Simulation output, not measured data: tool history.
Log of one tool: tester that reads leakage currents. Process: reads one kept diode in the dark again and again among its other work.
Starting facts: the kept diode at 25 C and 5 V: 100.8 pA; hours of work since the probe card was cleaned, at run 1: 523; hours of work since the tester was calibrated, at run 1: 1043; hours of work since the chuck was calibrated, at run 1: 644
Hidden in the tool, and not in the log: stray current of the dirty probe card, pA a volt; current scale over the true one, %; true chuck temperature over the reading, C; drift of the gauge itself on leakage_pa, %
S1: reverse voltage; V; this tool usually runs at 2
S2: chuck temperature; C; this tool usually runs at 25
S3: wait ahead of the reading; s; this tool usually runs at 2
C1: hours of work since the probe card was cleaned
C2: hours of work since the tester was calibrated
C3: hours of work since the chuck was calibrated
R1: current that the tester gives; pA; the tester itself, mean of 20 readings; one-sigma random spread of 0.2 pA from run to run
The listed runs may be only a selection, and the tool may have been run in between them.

run 1 day=0 | S1=2 S2=25 S3=2 | C1=523 C2=1043 C3=644 | R1=71.42
run 2 day=1.196 | S1=2 S2=20 S3=2 | C1=544 C2=1064 C3=665 | R1=45.34
run 3 day=2.362 | S1=2 S2=46 S3=2 | C1=565 C2=1085 C3=686 | R1=412.96
run 4 day=3.188 | S1=2 S2=25 S3=0.31 | C1=580 C2=1100 C3=701 | R1=72.4
run 5 day=4.162 | S1=2 S2=25 S3=0.31 | C1=597 C2=1117 C3=718 | R1=72.52
run 6 day=5.412 | S1=2 S2=40 S3=2 | C1=620 C2=1139 C3=740 | R1=256.94
run 7 day=6.317 | S1=2 S2=40 S3=2 | C1=636 C2=1156 C3=757 | R1=257.38
run 8 day=7.275 | S1=14.81 S2=40 S3=2 | C1=653 C2=1173 C3=774 | R1=549.71
run 9 day=8.05 | S1=2 S2=25 S3=2 | C1=667 C2=1186 C3=787 | R1=71.29
run 10 day=9.1 | S1=2 S2=25 S3=2 | C1=685 C2=1205 C3=806 | R1=71.55
run 11 day=9.988 | S1=2 S2=25 S3=1.88 | C1=701 C2=1221 C3=822 | R1=71.13
run 12 day=11.204 | S1=9.8 S2=24 S3=9.19 | C1=723 C2=1243 C3=844 | R1=119.63
run 13 day=12.375 | S1=1.54 S2=25 S3=2.51 | C1=744 C2=1264 C3=865 | R1=64.42
run 14 day=13.604 | S1=3.61 S2=32 S3=2 | C1=766 C2=1286 C3=887 | R1=165.2
run 15 day=14.167 | S1=2 S2=47 S3=2 | C1=776 C2=1296 C3=897 | R1=444.9
run 16 day=14.767 | S1=1.46 S2=26 S3=1.08 | C1=787 C2=1306 C3=907 | R1=69.46
run 17 day=15.942 | S1=1.46 S2=26 S3=1.08 | C1=807 C2=1327 C3=928 | R1=69.45
run 18 day=17.204 | S1=11 S2=26 S3=1.08 | C1=830 C2=1350 C3=951 | R1=150.52
run 19 day=17.846 | S1=11 S2=26 S3=1.08 | C1=841 C2=1361 C3=962 | R1=151.15
run 20 day=18.388 | S1=2 S2=50 S3=5.61 | C1=851 C2=1371 C3=972 | R1=562.4
run 21 day=19.558 | S1=2 S2=40 S3=5.61 | C1=872 C2=1392 C3=993 | R1=256.97

Here are 4 independent what-if runs from the current tool condition. What would each one return?
run A day=20.625 | S1=1.09 S2=20 S3=2 | C1=891 C2=1411 C3=1012 | R1=?
run B day=20.625 | S1=4 S2=40 S3=5.61 | C1=891 C2=1411 C3=1012 | R1=?
run C day=20.625 | S1=2 S2=40 S3=5.61 | C1=891 C2=1411 C3=1012 | R1=?
run D day=20.625 | S1=18.29 S2=40 S3=5.61 | C1=891 C2=1411 C3=1012 | R1=?

run=A R1=35.87
run=B R1=332.1
run=C R1=256.63
run=D R1=591.07
The same runs, with their run-to-run variation unchanged, on a tool lacking any hidden condition would have given:
run=A R1=35.94
run=B R1=332.7
run=C R1=257.09
run=D R1=592.09
